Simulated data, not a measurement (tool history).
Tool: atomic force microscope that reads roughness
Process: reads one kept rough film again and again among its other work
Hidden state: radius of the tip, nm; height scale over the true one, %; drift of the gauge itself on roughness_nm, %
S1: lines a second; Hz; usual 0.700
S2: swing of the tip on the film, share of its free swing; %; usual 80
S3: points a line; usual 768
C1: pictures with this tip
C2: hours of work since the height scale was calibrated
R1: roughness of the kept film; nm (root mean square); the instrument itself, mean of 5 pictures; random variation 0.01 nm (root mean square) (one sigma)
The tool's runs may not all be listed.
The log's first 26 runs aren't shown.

run 27 day=35.762 | S1=0.700 S2=89 S3=768 | C1=282 C2=1172 | R1=1.727
run 28 day=37.454 | S1=0.700 S2=89 S3=768 | C1=313 C2=1191 | R1=1.660
-- day=37.608 new tip fitted
run 29 day=39.112 | S1=0.777 S2=79 S3=915 | C1=28 C2=1209 | R1=2.279
run 30 day=41.042 | S1=2.154 S2=79 S3=263 | C1=64 C2=1230 | R1=2.052
run 31 day=42.967 | S1=2.154 S2=60 S3=554 | C1=100 C2=1251 | R1=2.075
run 32 day=44.654 | S1=2.888 S2=73 S3=768 | C1=132 C2=1270 | R1=1.973
run 33 day=46.071 | S1=0.818 S2=70 S3=262 | C1=158 C2=1286 | R1=1.943
run 34 day=47.396 | S1=1.010 S2=80 S3=316 | C1=183 C2=1300 | R1=1.873
run 35 day=49.283 | S1=1.010 S2=80 S3=316 | C1=218 C2=1321 | R1=1.799
run 36 day=50.462 | S1=1.010 S2=80 S3=316 | C1=240 C2=1334 | R1=1.754
run 37 day=51.454 | S1=0.786 S2=80 S3=768 | C1=259 C2=1345 | R1=1.775
run 38 day=53.388 | S1=0.786 S2=63 S3=425 | C1=295 C2=1367 | R1=1.721
-- day=54.462 new tip fitted
run 39 day=54.871 | S1=0.901 S2=80 S3=532 | C1=8 C2=1383 | R1=2.338
run 40 day=56.092 | S1=0.901 S2=80 S3=333 | C1=30 C2=1397 | R1=2.249
run 41 day=57.496 | S1=2.936 S2=57 S3=551 | C1=57 C2=1412 | R1=2.204
run 42 day=58.650 | S1=2.472 S2=80 S3=768 | C1=78 C2=1425 | R1=2.070
run 43 day=60.204 | S1=2.472 S2=80 S3=768 | C1=107 C2=1442 | R1=2.006
run 44 day=61.504 | S1=2.472 S2=80 S3=768 | C1=132 C2=1457 | R1=1.941
run 45 day=62.679 | S1=0.694 S2=57 S3=324 | C1=154 C2=1470 | R1=1.974
run 46 day=64.458 | S1=1.700 S2=80 S3=386 | C1=187 C2=1489 | R1=1.862
run 47 day=66.071 | S1=1.700 S2=80 S3=386 | C1=217 C2=1507 | R1=1.787
run 48 day=67.408 | S1=0.620 S2=86 S3=422 | C1=242 C2=1522 | R1=1.788

Forecast run 49:
run 49 day=69.117 | S1=0.620 S2=86 S3=422 | C1=274 C2=1541 | R1=?

{"run 49": {"R1": 1.746}}
Without the tool's hidden state the same run would have given R1 2.358 nm (root mean square).
